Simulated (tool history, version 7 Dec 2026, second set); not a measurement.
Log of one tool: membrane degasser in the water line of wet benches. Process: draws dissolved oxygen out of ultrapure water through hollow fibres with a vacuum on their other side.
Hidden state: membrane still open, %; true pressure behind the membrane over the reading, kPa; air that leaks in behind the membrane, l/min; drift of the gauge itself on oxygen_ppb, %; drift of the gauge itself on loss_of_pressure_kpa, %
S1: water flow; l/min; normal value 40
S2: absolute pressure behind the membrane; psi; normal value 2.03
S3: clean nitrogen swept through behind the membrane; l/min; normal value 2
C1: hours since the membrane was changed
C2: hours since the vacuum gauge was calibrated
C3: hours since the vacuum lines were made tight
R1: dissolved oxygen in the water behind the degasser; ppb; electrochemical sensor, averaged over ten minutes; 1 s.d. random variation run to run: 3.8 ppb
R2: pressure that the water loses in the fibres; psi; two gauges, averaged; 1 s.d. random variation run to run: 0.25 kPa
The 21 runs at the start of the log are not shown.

run,hour,S1,S2,S3,C1,C2,C3,R1,R2
22,3260,49,2.39,1.83,4492,540,3912,730.4,12.098
23,3374.6,49,2.39,1.83,4607,655,4027,728.7,12.144
24,3555.1,49,1.89,0.83,4787,835,4207,996.5,12.128
25,3727,56,2.03,4.47,4959,1007,4379,335.1,13.883
26,3909,34,3.52,2,5141,1189,4561,768.8,8.399
27,4001.7,25,4.28,4.32,5234,1282,4654,362.9,6.187
28,4102.1,45,2.03,2.26,5334,1382,4754,478.8,11.194
29,4253,30,1.45,2,5485,1533,4905,239.7,7.445
30,4367.9,45,1.81,2,5600,1648,5020,461.5,11.204
31,4488.9,45,1.81,2,5721,1769,5141,467.4,11.3

3 ways to go on from here, each from the tool as it stands after run 31. What would each give?
A,4626.8,26,1.28,0.97,5859,1907,5279,?,?
B,4626.8,40,2.87,2.53,5859,1907,5279,?,?
C,4626.8,38,3.57,0.96,5859,1907,5279,?,?

run,R1,R2
A,323.7,6.499
B,586.9,9.961
C,1465.4,9.483
With the hidden condition removed and each run's random variation left untouched, the same runs would have given:
run,R1,R2
A,315.7,6.184
B,577.4,9.48
C,1455.1,9.024
